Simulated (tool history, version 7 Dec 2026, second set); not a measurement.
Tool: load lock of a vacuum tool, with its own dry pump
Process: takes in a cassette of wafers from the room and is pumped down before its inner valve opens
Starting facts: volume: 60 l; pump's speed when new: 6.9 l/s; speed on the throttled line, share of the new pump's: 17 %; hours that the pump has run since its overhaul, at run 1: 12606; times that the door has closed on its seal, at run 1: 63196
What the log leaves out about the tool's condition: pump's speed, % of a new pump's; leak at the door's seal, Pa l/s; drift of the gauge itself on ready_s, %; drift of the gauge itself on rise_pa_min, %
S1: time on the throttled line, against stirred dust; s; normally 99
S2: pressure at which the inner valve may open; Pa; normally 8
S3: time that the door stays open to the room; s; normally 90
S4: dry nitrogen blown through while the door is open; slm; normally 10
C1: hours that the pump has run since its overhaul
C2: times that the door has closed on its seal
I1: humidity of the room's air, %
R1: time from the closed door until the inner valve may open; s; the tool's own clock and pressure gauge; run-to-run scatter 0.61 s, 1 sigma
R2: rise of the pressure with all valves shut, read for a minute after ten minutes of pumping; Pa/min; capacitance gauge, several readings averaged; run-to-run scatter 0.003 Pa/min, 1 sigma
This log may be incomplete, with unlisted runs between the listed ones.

run,hour,S1,S2,S3,S4,C1,C2,I1,R1,R2
1,0,99,8,90,10,12606,63196,43.1,174.4,0.241
# hour 268.3: door's seal changed, seat wiped
2,281.2,99,8,90,10,12886,61,44.6,174,0.031
3,638.5,99,8,90,10,13243,1772,46.1,176.5,0.034
4,970.3,99,8,90,10,13575,3360,45.3,176.1,0.035
5,1258.1,99,8,90,10,13863,4738,44.1,176.9,0.034
6,1598.7,99,8,90,10,14203,6368,44.6,176.8,0.042
7,2055.5,99,8,90,10,14660,8555,45,177.7,0.044
# hour 2093.6: dry pump taken out, an overhauled one fitted
8,2365.6,99,8,90,10,272,10011,47.4,164.4,0.05
9,2748.7,99,8,90,10,655,11845,46.7,164.7,0.053
10,2938.9,99,8,90,8,845,12755,44.6,165.9,0.055
11,3299.5,108,8,90,10,1206,14482,43.2,172.5,0.057
12,3642.2,108,8,90,10,1549,16122,46.8,174.1,0.055
13,3837.3,99,8,90,10,1744,17056,45.6,166.1,0.065
14,4155,99,8,90,10,2061,18577,45.2,165.7,0.07
15,4437.1,99,8,90,10,2344,19928,43.8,165.9,0.075
16,4672.2,99,8,90,10,2579,21053,41.7,165.9,0.074
17,5027.9,77,12,90,10,2934,22756,47,144.5,0.081
18,5262.8,99,8,196,13,3169,23880,47,167.4,0.111
19,5576.7,99,8,90,4,3483,25383,42.2,166.8,0.098
20,5827,99,8,90,4,3733,26581,45.9,167.5,0.108
21,6213.2,68,8,119,24,4120,28430,46.3,141.8,0.1
22,6400.4,68,8,119,24,4307,29326,45.4,142.1,0.095
23,6743.5,68,9,119,24,4650,30968,44.6,141.1,0.107

Predict the results of run 24:
24,7124.3,195,16,30,19,5031,32791,43.1,?,?

R1: 241.7 s
R2: 0.104 Pa/min
Had the tool carried no hidden state, the very same run would have given R1 239.5 s, R2 0.013 Pa/min.

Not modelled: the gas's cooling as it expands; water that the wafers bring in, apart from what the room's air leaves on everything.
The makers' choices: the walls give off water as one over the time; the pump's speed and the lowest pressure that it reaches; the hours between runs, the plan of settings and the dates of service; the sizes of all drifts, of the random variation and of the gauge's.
